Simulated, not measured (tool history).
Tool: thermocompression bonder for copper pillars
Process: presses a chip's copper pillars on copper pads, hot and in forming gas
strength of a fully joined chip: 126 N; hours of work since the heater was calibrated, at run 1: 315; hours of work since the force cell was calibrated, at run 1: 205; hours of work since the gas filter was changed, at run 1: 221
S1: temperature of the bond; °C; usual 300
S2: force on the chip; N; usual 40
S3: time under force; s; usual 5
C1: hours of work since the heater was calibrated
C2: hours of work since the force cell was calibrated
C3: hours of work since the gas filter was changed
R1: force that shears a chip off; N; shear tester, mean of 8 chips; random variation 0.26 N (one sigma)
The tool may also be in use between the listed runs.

run	hour	S1	S2	S3	C1	C2	C3	R1
1	0.0	300	40	5	315	205	221	52.0
2	18.6	300	40	5	325	216	231	51.8
3	33.0	300	40	5	334	224	239	51.6
4	43.0	300	40	5	339	230	245	51.6
5	51.4	300	40	5	344	234	250	51.4
# hour 65.2: forming gas filter changed
6	68.5	300	40	5	353	244	2	52.9
7	78.2	300	40	5	359	249	7	52.8
8	98.3	300	40	5	371	261	19	53.3
9	112.8	300	40	7	379	269	27	59.6
10	126.9	300	40	5	387	277	35	52.8
11	146.8	300	40	5	398	289	47	52.9
12	164.9	300	40	3	409	299	57	43.1
13	180.7	300	40	14	418	308	66	74.9
14	196.8	300	40	14	427	317	75	74.9
15	213.3	300	40	5	436	327	85	52.4
16	228.1	288	40	5	445	335	93	45.8
17	236.7	306	58	3	450	340	98	59.5
18	255.2	300	28	3	460	351	109	33.1
19	275.5	294	27	4	472	362	120	34.1
20	288.9	322	24	6	479	370	128	51.5
21	304.7	292	35	6	488	379	137	47.4
22	322.7	292	35	6	499	389	147	47.3
23	338.6	279	51	5	508	398	156	48.9
24	349.0	300	32	7	514	404	162	51.7
25	368.1	300	48	6	525	415	173	63.5
26	381.1	288	50	5	532	422	180	52.5
27	391.3	291	43	4	538	428	186	45.7
28	411.2	291	43	4	549	440	198	45.8
29	430.2	300	49	5	560	450	208	60.3
30	438.7	306	37	11	565	455	213	70.7
31	457.4	272	54	15	576	466	224	68.0
32	477.7	300	58	10	587	478	236	82.1

4 ways to go on from here, each from the tool as it stands after run 32. What would each give?
A	497.3	300	58	3	598	489	247	?
B	497.3	309	29	10	598	489	247	?
C	497.3	322	60	5	598	489	247	?
D	497.3	300	40	9	598	489	247	?

run	R1
A	55.5
B	60.9
C	82.4
D	65.4
Without the tool's hidden state the same runs would have given:
run	R1
A	54.3
B	59.8
C	81.7
D	64.3

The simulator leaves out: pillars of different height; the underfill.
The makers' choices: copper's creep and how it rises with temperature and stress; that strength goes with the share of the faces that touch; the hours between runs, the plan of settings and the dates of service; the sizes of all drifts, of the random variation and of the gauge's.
